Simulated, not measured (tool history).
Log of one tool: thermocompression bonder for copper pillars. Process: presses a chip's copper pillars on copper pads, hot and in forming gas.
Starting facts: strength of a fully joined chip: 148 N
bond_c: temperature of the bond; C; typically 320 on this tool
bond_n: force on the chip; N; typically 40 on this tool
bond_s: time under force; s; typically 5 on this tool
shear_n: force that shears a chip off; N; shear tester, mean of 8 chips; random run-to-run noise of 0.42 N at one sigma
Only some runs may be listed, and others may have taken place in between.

run,hour,bond_c,bond_n,bond_s,shear_n
1,0.0,320,40,5,68.4
2,12.1,320,40,5,68.3
3,22.8,320,40,5,67.5
4,39.8,320,40,5,67.6
5,54.5,320,40,5,67.3
6,61.6,320,40,5,68.8
7,71.9,297,40,5,53.1
8,81.7,297,40,5,53.1
9,95.8,297,40,5,53.1
10,111.9,320,24,5,48.4
11,123.8,320,40,14,94.5
12,138.5,320,40,14,95.4
# hour 146.6: forming gas filter changed
13,155.3,320,40,14,95.7
14,166.9,320,40,14,94.3
15,179.7,320,40,14,95.5
16,196.3,320,40,14,96.0
17,213.2,320,56,5,84.1
18,221.3,320,56,5,84.2
19,232.5,320,56,5,84.0
20,246.3,320,40,5,68.6
21,256.6,320,40,5,68.0
22,266.4,320,40,5,68.4
23,282.3,301,53,11,87.6
24,289.9,301,53,11,88.4
25,303.1,350,48,3,82.8
26,317.5,326,40,5,72.3
27,325.6,307,59,7,84.6
28,339.2,314,45,4,63.4
29,355.6,297,44,3,46.3
30,363.8,297,44,3,46.6
31,371.1,341,44,3,74.3
32,386.9,341,44,3,74.0
33,400.5,320,38,7,73.1
34,417.1,320,38,7,74.9
35,425.1,315,40,6,69.2
36,441.5,315,40,6,69.4
37,458.0,315,53,6,82.1
38,474.9,315,53,6,81.5
39,484.5,345,48,3,79.7
40,497.2,345,48,3,80.2

Alternative continuations, all from the tool just after run 40; predict every row:
A,513.5,317,29,5,?
B,513.5,320,26,5,?
C,513.5,304,27,6,?
D,513.5,345,24,3,?

run,shear_n
A,53.8
B,51.0
C,47.5
D,51.7
Without the tool's unlogged condition, the same runs would have read:
run,shear_n
A,53.7
B,50.9
C,47.4
D,51.6

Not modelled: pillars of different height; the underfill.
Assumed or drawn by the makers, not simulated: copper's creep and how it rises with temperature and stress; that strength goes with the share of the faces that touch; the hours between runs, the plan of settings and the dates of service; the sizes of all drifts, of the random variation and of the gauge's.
